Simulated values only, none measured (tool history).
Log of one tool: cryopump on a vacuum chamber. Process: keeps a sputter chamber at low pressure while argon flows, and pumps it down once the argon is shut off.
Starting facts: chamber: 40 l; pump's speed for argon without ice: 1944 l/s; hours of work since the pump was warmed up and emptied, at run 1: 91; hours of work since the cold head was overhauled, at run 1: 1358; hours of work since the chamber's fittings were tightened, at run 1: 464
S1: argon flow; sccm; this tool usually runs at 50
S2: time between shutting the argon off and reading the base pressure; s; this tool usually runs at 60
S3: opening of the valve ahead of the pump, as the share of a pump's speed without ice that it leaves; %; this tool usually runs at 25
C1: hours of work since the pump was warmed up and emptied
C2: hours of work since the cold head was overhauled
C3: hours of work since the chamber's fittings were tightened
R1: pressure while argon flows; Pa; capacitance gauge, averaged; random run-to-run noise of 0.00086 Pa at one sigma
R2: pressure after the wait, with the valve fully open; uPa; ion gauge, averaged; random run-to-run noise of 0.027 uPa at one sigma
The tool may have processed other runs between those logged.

| run | day | S1 | S2 | S3 | C1 | C2 | C3 | R1 | R2 |
|---|---|---|---|---|---|---|---|---|---|
| 1 | 0.000 | 50 | 60 | 25 | 91 | 1358 | 464 | 0.1762 | 1.41 |
| 2 | 1.925 | 50 | 60 | 25 | 119 | 1386 | 491 | 0.1760 | 1.36 |
| 3 | 3.025 | 50 | 60 | 25 | 135 | 1402 | 507 | 0.1761 | 1.44 |
| 4 | 4.588 | 50 | 272 | 25 | 157 | 1425 | 530 | 0.1781 | 0.60 |
| 5 | 7.088 | 35 | 60 | 25 | 194 | 1461 | 566 | 0.1240 | 1.44 |
| 6 | 9.342 | 50 | 60 | 25 | 226 | 1494 | 599 | 0.1789 | 1.42 |
| 7 | 11.871 | 50 | 60 | 25 | 263 | 1530 | 636 | 0.1797 | 1.43 |
| 8 | 13.712 | 50 | 60 | 25 | 290 | 1557 | 662 | 0.1814 | 1.52 |
| 9 | 16.142 | 50 | 60 | 46 | 325 | 1592 | 698 | 0.1024 | 1.44 |
| 10 | 17.888 | 50 | 60 | 46 | 350 | 1617 | 723 | 0.1030 | 1.52 |
| 11 | 20.354 | 50 | 60 | 46 | 386 | 1653 | 759 | 0.1050 | 1.49 |
| 12 | 21.775 | 50 | 60 | 25 | 406 | 1674 | 779 | 0.1854 | 1.50 |
| 13 | 23.650 | 50 | 292 | 25 | 434 | 1701 | 806 | 0.1859 | 0.73 |
| 14 | 25.400 | 50 | 292 | 25 | 459 | 1726 | 832 | 0.1864 | 0.79 |
| 15 | 27.588 | 21 | 62 | 25 | 491 | 1758 | 863 | 0.0795 | 1.60 |
| 16 | 29.767 | 71 | 168 | 25 | 522 | 1790 | 895 | 0.2682 | 0.99 |
| 17 | 31.371 | 50 | 78 | 25 | 545 | 1813 | 918 | 0.1903 | 1.39 |
| 18 | 33.875 | 26 | 91 | 25 | 582 | 1849 | 954 | 0.0987 | 1.32 |
|  | 35.904 | pump warmed up, emptied and cooled again |
| 19 | 36.246 | 26 | 91 | 25 | 5 | 1880 | 986 | 0.0903 | 1.18 |
| 20 | 38.121 | 30 | 161 | 16 | 32 | 1908 | 1013 | 0.1624 | 0.86 |
| 21 | 39.975 | 90 | 60 | 25 | 59 | 1934 | 1040 | 0.3177 | 1.60 |
| 22 | 41.525 | 90 | 60 | 25 | 81 | 1957 | 1062 | 0.3175 | 1.59 |
|  | 43.100 | leaking fittings of the chamber tightened, without venting |
| 23 | 43.283 | 27 | 60 | 37 | 106 | 1981 | 3 | 0.0653 | 1.19 |

The next listed run, before its measurement:
| 24 | 45.846 | 98 | 60 | 51 | 143 | 2018 | 40 | ? | ? |

R1: 0.1748 Pa
R2: 1.22 uPa
If the tool had no hidden condition, the same run with the same run-to-run variation would have returned R1 0.1678 Pa, R2 1.18 uPa.

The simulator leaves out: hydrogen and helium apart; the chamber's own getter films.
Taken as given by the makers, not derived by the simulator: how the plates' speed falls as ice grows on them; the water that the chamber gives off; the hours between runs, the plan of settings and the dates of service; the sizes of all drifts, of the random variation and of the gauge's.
